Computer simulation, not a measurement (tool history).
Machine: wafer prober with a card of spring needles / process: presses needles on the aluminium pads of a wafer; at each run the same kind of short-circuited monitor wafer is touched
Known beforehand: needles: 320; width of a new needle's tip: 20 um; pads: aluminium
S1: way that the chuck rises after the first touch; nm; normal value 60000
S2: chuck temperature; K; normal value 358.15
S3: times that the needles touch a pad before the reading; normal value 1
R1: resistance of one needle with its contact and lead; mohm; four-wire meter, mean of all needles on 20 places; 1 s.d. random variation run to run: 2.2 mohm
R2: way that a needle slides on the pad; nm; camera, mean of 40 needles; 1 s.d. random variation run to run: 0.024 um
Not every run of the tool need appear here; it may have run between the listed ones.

Run 1, hour 0: usual settings. Result: R1 309 mohm, R2 15900 nm.
At hour 16.6: tips cleaned on abrasive film.
Run 2, hour 21.2: usual settings but S2 310.15 K. Result: R1 306 mohm, R2 15950 nm.
Run 3, hour 34.3: usual settings but S2 310.15 K. Result: R1 326 mohm, R2 15890 nm.
At hour 37.6: tips cleaned on abrasive film.
Run 4, hour 53.7: usual settings but S2 310.15 K. Result: R1 323 mohm, R2 15920 nm.
At hour 57.7: tips cleaned on abrasive film.
Run 5, hour 63.2: usual settings but S2 310.15 K. Result: R1 310 mohm, R2 15920 nm.
At hour 77.5: tips cleaned on abrasive film.
Run 6, hour 80.3: usual settings but S3 3. Result: R1 265 mohm, R2 15880 nm.
Run 7, hour 96.2: usual settings but S2 328.15 K. Result: R1 335 mohm, R2 15850 nm.
At hour 97.3: tips cleaned on abrasive film.
Run 8, hour 115.2: usual settings but S2 328.15 K. Result: R1 328 mohm, R2 15850 nm.
At hour 117.9: tips cleaned on abrasive film.
At hour 137.5: tips cleaned on abrasive film.
Run 9, hour 137.5: usual settings but S2 305.15 K. Result: R1 235 mohm, R2 15850 nm.
At hour 150.1: height of the first contact set anew.
Run 10, hour 152.2: usual settings but S2 305.15 K. Result: R1 324 mohm, R2 16070 nm.
At hour 158: tips cleaned on abrasive film.
Run 11, hour 164.5: usual settings. Result: R1 319 mohm, R2 16040 nm.
At hour 177.7: tips cleaned on abrasive film.
Run 12, hour 180.8: usual settings. Result: R1 298 mohm, R2 16030 nm.
At hour 197.3: tips cleaned on abrasive film.
Run 13, hour 203.1: usual settings. Result: R1 320 mohm, R2 15970 nm.
Run 14, hour 214.7: usual settings. Result: R1 332 mohm, R2 15950 nm.
At hour 218: tips cleaned on abrasive film.
Run 15, hour 228.1: usual settings. Result: R1 325 mohm, R2 15940 nm.
At hour 239.2: tips cleaned on abrasive film.
Run 16, hour 240.6: usual settings. Result: R1 285 mohm, R2 16000 nm.
Run 17, hour 250.9: usual settings but S3 2. Result: R1 294 mohm, R2 15920 nm.
At hour 258.6: tips cleaned on abrasive film.
Run 18, hour 268.1: usual settings but S1 50000 nm, S2 303.15 K, S3 2. Result: R1 313 mohm, R2 13260 nm.
At hour 278.2: tips cleaned on abrasive film.
Run 19, hour 284.2: usual settings but S1 50000 nm, S2 303.15 K, S3 2. Result: R1 302 mohm, R2 13260 nm.
Run 20, hour 295.6: usual settings but S1 50000 nm, S2 303.15 K, S3 2. Result: R1 317 mohm, R2 13260 nm.
At hour 299: tips cleaned on abrasive film.
At hour 318.5: tips cleaned on abrasive film.
Run 21, hour 318.5: usual settings but S1 56000 nm, S2 322.15 K, S3 2. Result: R1 241 mohm, R2 14800 nm.
Run 22, hour 327.8: usual settings but S1 63000 nm. Result: R1 314 mohm, R2 16700 nm.
At hour 338.8: tips cleaned on abrasive film.
Run 23, hour 338.8: usual settings but S1 43000 nm, S3 2. Result: R1 259 mohm, R2 11280 nm.
Run 24, hour 353.1: usual settings but S1 43000 nm, S3 2. Result: R1 355 mohm, R2 11360 nm.
At hour 359.2: tips cleaned on abrasive film.
Run 25, hour 375.6: usual settings but S1 61000 nm. Result: R1 332 mohm, R2 16120 nm.
At hour 379.3: tips cleaned on abrasive film.
Run 26, hour 389.5: usual settings but S3 2. Result: R1 298 mohm, R2 15850 nm.
At hour 399.1: tips cleaned on abrasive film.
Run 27, hour 404.8: usual settings but S3 2. Result: R1 286 mohm, R2 15850 nm.
Run 28, hour 416.6: usual settings but S3 2. Result: R1 300 mohm, R2 15830 nm.
At hour 418.6: tips cleaned on abrasive film.
Run 29, hour 430.5: usual settings but S3 2. Result: R1 294 mohm, R2 15840 nm.
At hour 438.2: tips cleaned on abrasive film.
Run 30, hour 441: usual settings but S1 47000 nm, S2 313.15 K, S3 2. Result: R1 298 mohm, R2 12340 nm.
Run 31, hour 451.5: usual settings but S1 47000 nm, S2 313.15 K, S3 2. Result: R1 334 mohm, R2 12370 nm.
At hour 458.4: tips cleaned on abrasive film.
Run 32, hour 470.5: usual settings but S1 63000 nm, S2 299.15 K. Result: R1 315 mohm, R2 16570 nm.
At hour 478.7: tips cleaned on abrasive film.
At hour 479: height of the first contact set anew.
Run 33, hour 483.2: usual settings but S1 71000 nm. Result: R1 289 mohm, R2 18990 nm.

For each run, the measured value with the value that run would have given without the tool's hidden condition subtracted. The run-to-run variation is shared by both, the gauge scatter possibly not:
Hidden state present: debris on the tips, nm; way that the needles fall short of the set height, um; tips' diameter, um; drift of the gauge itself on contact_mohm, %; drift of the gauge itself on scrub_um, %.
run    R1    R2
  1   +67   -90
  2   +77  -100
  3   +96  -100
  4   +95  -120
  5   +79  -120
  6   +19  -150
  7   +96  -140
  8   +94  -150
  9    +7  -170
 10   +95    +0
 11   +78   -20
 12   +55   -30
 13   +78   -30
 14   +89   -30
 15   +85   -50
 16   +41   -60
 17   +53   -70
 18   +80   -80
 19   +68  -100
 20   +84   -90
 21    +4  -120
 22   +76  -130
 23    +7  -130
 24  +102  -140
 25   +89  -150
 26   +53  -160
 27   +46  -180
 28   +56  -180
 29   +54  -190
 30   +60  -210
 31   +96  -200
 32   +91  -210
 33   +46    +0
